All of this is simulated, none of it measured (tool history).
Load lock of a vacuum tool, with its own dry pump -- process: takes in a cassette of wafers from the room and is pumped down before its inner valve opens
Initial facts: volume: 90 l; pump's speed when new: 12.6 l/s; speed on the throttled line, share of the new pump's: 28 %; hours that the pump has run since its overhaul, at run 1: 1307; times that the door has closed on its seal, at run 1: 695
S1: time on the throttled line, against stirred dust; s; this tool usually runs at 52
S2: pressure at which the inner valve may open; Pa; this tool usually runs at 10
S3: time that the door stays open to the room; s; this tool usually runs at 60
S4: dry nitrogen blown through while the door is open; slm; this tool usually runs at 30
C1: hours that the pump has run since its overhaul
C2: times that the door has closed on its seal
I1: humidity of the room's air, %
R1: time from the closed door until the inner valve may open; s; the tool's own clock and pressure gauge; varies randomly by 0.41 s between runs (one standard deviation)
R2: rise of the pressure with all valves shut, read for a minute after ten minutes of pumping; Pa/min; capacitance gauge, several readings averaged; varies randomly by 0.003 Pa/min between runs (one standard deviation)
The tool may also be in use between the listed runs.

run    hour  S1  S2   S3  S4    C1    C2    I1     R1     R2
  1       0  52  10   60  30  1307   695  41.3  103.6  0.013
  2    73.2  52  10   60  30  1380   960  44.5    104  0.018
  3   137.6  52  17   60  30  1444  1193  44.6   99.6  0.024
  4   260.7  52  10   60  30  1567  1637  44.5  104.6  0.017
  5   344.4  52  10   60  30  1651  1939  42.2  104.3  0.024
  6   437.7  52  10   60  30  1744  2277  43.7  103.9  0.022
  7   494.9  52  10   60  30  1802  2483  45.7  104.3  0.027
  8     582  52  10   60  30  1889  2798  46.1  104.9  0.033
  9   699.7  52  10   60  30  2006  3223  46.5  103.6  0.031
 10   752.3  52  10   60  30  2059  3413  46.6  104.6  0.033
 11   810.2  52  12   60  22  2117  3623  46.4  103.9  0.043
 12   871.9  52  12   60  22  2178  3846  45.1  103.1  0.041
 13   924.1  88  12  155  24  2231  4034  44.5    129  0.045
 14  1002.6  88  12  155  24  2309  4318  45.6  129.5  0.053
 15  1096.6  88  12  155  24  2403  4657  44.3  129.2  0.059
 16  1161.9  88  12  155  24  2468  4893  47.6  129.4  0.055

Per-run results on a tool with no hidden state, each run keeping its own random variation:
Hidden state at play: pump's speed, % of a new pump's; leak at the door's seal, Pa l/s; drift of the gauge itself on ready_s, %; drift of the gauge itself on rise_pa_min, %.
run     R1     R2
  1  103.2   0.01
  2  103.5  0.013
  3   99.1  0.017
  4    104  0.008
  5  103.6  0.012
  6  103.2  0.008
  7  103.5  0.011
  8  104.1  0.015
  9  102.8  0.008
 10  103.7  0.009
 11    103  0.017
 12  102.2  0.012
 13  128.2  0.014
 14  128.7  0.019
 15  128.3  0.021
 16  128.4  0.015
